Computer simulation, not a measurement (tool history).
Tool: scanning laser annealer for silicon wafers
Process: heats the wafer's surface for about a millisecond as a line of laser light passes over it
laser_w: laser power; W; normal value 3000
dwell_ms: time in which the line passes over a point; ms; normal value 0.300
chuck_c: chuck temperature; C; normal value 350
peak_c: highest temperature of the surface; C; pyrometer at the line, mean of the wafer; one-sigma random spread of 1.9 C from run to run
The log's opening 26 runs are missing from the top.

run   hour  laser_w  dwell_ms  chuck_c  peak_c
 27  375.2     3000     0.299      368    1162
 28  389.9     2784     0.300      376    1104
 29  408.9     2820     0.330      376    1144
 30  424.5     3000     0.276      350    1110
 31  435.3     3056     0.331      364    1202
 32  450.6     3056     0.331      364    1201
 33  468.9     3153     0.220      352    1078
 34  487.3     2685     0.300      371    1071
 35  506.0     3000     0.330      350    1166
 36  522.4     3000     0.330      350    1164
 37  537.5     3000     0.330      350    1159
 38  551.8     3000     0.330      350    1161
 39  560.0     3000     0.330      350    1164
 40  575.6     2639     0.300      354    1036
 41  593.9     2639     0.300      354    1035

Predict each of these 3 candidate next runs independently; none follows another, all start after run 41:
  A  602.4     2852     0.293      353       ?
  B  602.4     3000     0.219      350       ?
  C  602.4     3027     0.293      356       ?

run  peak_c
  A    1081
  B    1028
  C    1132
With the hidden condition removed and each run's random variation left untouched, the same runs would have given:
run  peak_c
  A    1119
  B    1064
  C    1173
